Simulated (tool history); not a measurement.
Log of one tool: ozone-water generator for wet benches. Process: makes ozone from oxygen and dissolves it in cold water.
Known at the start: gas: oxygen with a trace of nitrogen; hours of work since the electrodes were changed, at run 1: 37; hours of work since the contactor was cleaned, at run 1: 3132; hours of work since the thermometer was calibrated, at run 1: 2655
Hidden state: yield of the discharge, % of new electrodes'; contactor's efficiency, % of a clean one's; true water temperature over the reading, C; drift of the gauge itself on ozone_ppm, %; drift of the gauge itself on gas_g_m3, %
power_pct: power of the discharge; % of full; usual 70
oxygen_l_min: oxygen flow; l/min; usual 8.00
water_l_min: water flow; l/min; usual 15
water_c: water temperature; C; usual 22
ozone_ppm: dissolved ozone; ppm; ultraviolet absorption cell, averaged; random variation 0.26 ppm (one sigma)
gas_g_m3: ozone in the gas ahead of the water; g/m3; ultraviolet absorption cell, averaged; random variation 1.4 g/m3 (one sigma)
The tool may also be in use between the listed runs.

run	day	power_pct	oxygen_l_min	water_l_min	water_c	hours of work since the electrodes were changed	hours of work since the contactor was cleaned	hours of work since the thermometer was calibrated	ozone_ppm	gas_g_m3
1	0.000	70	8.00	15	22	37	3132	2655	39.7	255.0
2	0.958	70	8.00	15	22	59	3154	2678	39.9	257.6
3	1.846	70	8.00	12	22	80	3175	2698	45.1	257.5
4	3.012	70	8.00	12	22	107	3201	2725	45.3	258.7
5	4.554	70	8.00	12	22	142	3237	2760	45.5	256.5
6	5.771	70	8.00	15	24	170	3265	2788	38.2	258.5
7	7.825	70	8.00	15	24	218	3312	2836	37.9	255.3
8	8.996	70	8.00	15	22	244	3339	2863	39.6	258.5
9	10.446	70	8.00	15	22	278	3373	2896	39.7	257.9
10	11.475	70	8.00	15	29	301	3396	2920	34.2	257.1
11	13.217	48	8.00	15	29	342	3436	2960	28.0	212.6
12	14.183	70	7.67	15	22	364	3459	2982	39.5	262.8
13	16.158	70	7.67	15	22	409	3504	3027	39.7	258.3
14	17.025	70	7.67	15	22	429	3524	3047	40.0	261.9
15	18.883	96	6.16	15	22	472	3567	3090	46.6	329.9
16	19.888	54	6.04	15	14	495	3590	3113	38.8	245.1
17	21.750	54	6.04	15	14	538	3633	3156	39.7	248.2
18	22.942	54	6.04	15	14	566	3660	3184	39.4	245.3
19	23.983	94	11.78	15	18	590	3684	3208	51.2	267.4
20	25.200	94	11.78	15	18	618	3712	3236	51.0	264.0
21	27.258	48	8.00	15	22	665	3760	3283	32.8	212.5
22	28.504	48	8.00	15	14	694	3788	3312	38.3	211.6
23	30.358	96	10.08	17	21	736	3831	3354	44.2	281.3
24	31.333	96	9.57	20	21	759	3853	3377	39.8	283.2
25	32.971	46	9.26	13	15	796	3891	3415	40.3	199.5
26	34.279	70	8.00	21	22	827	3921	3445	31.6	255.5

Run 27 comes next. What will it give?
27	35.533	43	4.90	12	22	855	3950	3474	?	?

ozone_ppm: 34.4 ppm
gas_g_m3: 235.1 g/m3
Without the tool's hidden state the same run would have given ozone_ppm 34.4 ppm, gas_g_m3 235.2 g/m3.
